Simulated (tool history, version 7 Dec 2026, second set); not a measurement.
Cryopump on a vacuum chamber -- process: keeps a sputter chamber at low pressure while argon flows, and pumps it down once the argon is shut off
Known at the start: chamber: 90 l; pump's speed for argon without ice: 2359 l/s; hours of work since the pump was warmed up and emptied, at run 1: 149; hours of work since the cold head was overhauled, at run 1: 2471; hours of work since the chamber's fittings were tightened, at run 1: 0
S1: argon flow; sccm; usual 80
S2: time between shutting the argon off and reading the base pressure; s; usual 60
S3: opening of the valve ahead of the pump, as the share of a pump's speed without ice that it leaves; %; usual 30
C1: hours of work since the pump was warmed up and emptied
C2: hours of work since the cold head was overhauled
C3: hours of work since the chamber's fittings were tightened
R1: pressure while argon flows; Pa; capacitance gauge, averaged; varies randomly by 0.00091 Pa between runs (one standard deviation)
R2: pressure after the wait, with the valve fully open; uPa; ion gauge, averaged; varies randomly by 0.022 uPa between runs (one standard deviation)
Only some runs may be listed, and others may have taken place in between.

run	day	S1	S2	S3	C1	C2	C3	R1	R2
1	0.000	80	60	30	149	2471	0	0.2000	0.68
2	2.817	80	60	30	192	2514	43	0.2022	0.73
3	6.542	76	60	30	248	2571	100	0.1944	0.73
4	8.971	76	60	30	286	2608	137	0.1956	0.77
5	11.050	76	60	30	317	2640	169	0.1968	0.79
6	14.188	76	60	30	365	2688	217	0.2010	0.77
7	16.688	76	60	30	403	2726	255	0.2056	0.76
8	20.792	76	60	30	466	2789	317	0.2077	0.83
# day 23.088: pump warmed up, emptied and cooled again
9	23.379	80	60	18	4	2825	354	0.3206	0.78
10	27.417	80	60	18	66	2887	415	0.3228	0.79
11	30.662	80	60	18	116	2936	465	0.3251	0.85
12	34.000	115	63	25	167	2987	516	0.3436	0.85
13	38.400	110	189	26	234	3055	583	0.3228	0.54
14	41.492	105	60	30	281	3102	630	0.2728	0.91

Predict the results of run 15:
15	44.262	105	60	30	323	3144	673	?	?

R1: 0.2760 Pa
R2: 0.93 uPa
Had the tool carried no hidden state, the very same run would have given R1 0.2506 Pa, R2 0.61 uPa.

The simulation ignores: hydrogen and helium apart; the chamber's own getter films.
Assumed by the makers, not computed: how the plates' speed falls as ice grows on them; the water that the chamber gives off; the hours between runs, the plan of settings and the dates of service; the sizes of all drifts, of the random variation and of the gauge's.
